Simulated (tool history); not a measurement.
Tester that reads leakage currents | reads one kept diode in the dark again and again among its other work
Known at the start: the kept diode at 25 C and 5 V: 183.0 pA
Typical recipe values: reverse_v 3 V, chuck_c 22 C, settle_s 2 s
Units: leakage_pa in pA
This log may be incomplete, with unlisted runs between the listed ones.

| run | hour | reverse_v | chuck_c | settle_s | leakage_pa |
|---|---|---|---|---|---|
| 1 | 0 | 3 | 22 | 2 | 137.14 |
| 2 | 60.7 | 1.06 | 22 | 2 | 91.69 |
| 3 | 111.9 | 1.06 | 22 | 2 | 90.37 |
| 4 | 175.3 | 3 | 23 | 2 | 150.13 |
| 5 | 205.4 | 3 | 23 | 2 | 150.61 |
| 6 | 250.4 | 3 | 41 | 2 | 609.01 |
| 7 | 298 | 3 | 41 | 2 | 606.43 |
| 8 | 347.9 | 3 | 41 | 2 | 608.82 |
| 9 | 396.6 | 3 | 41 | 2 | 612.64 |
| 10 | 465 | 3 | 41 | 2 | 616.78 |
| 11 | 516.3 | 3 | 41 | 2 | 619.93 |
| 12 | 546.1 | 3 | 41 | 2 | 616.06 |
| 13 | 605.7 | 3 | 34 | 2 | 365.94 |
|  | 612.3 | chuck's temperature calibrated |
| 14 | 674.9 | 2.56 | 22 | 2 | 113.28 |
| 15 | 721.1 | 3 | 22 | 2 | 120.96 |
| 16 | 783 | 1.18 | 39 | 6.21 | 317.38 |
| 17 | 844.5 | 1.78 | 22 | 5.61 | 97.99 |
| 18 | 880 | 1.78 | 22 | 5.61 | 98.06 |
| 19 | 928.1 | 6.51 | 46 | 1.15 | 1043.69 |
| 20 | 978.8 | 1.56 | 45 | 3.58 | 556.38 |
| 21 | 1045.9 | 1.56 | 45 | 3.58 | 556.98 |
| 22 | 1109.9 | 2.53 | 28 | 2 | 187.06 |
| 23 | 1152.7 | 2.53 | 28 | 2 | 188.14 |
| 24 | 1198.1 | 3 | 23 | 2.24 | 135.17 |
| 25 | 1262.5 | 10.12 | 39 | 0.8 | 765.38 |
| 26 | 1295.2 | 10.12 | 39 | 0.8 | 767.22 |
| 27 | 1358.2 | 10.12 | 39 | 0.8 | 767.37 |
| 28 | 1387.5 | 3 | 42 | 2.14 | 593.69 |
| 29 | 1421.4 | 3 | 42 | 2.14 | 592.03 |
| 30 | 1484.4 | 3 | 42 | 2.14 | 595.77 |

Predict each of these 5 candidate next runs independently; none follows another, all start after run 30:
| A | 1554.3 | 9.78 | 42 | 2.14 | ? |
| B | 1554.3 | 15.73 | 42 | 0.62 | ? |
| C | 1554.3 | 9.92 | 43 | 2.14 | ? |
| D | 1554.3 | 1.63 | 24 | 2.14 | ? |
| E | 1554.3 | 3 | 22 | 3.45 | ? |

| run | leakage_pa |
|---|---|
| A | 953.13 |
| B | 1160.61 |
| C | 1027.9 |
| D | 116.33 |
| E | 127.29 |
The same runs, with their run-to-run variation unchanged, on a tool lacking any hidden condition would have given:
| run | leakage_pa |
|---|---|
| A | 897.92 |
| B | 1089.03 |
| C | 969.31 |
| D | 108.66 |
| E | 117.4 |

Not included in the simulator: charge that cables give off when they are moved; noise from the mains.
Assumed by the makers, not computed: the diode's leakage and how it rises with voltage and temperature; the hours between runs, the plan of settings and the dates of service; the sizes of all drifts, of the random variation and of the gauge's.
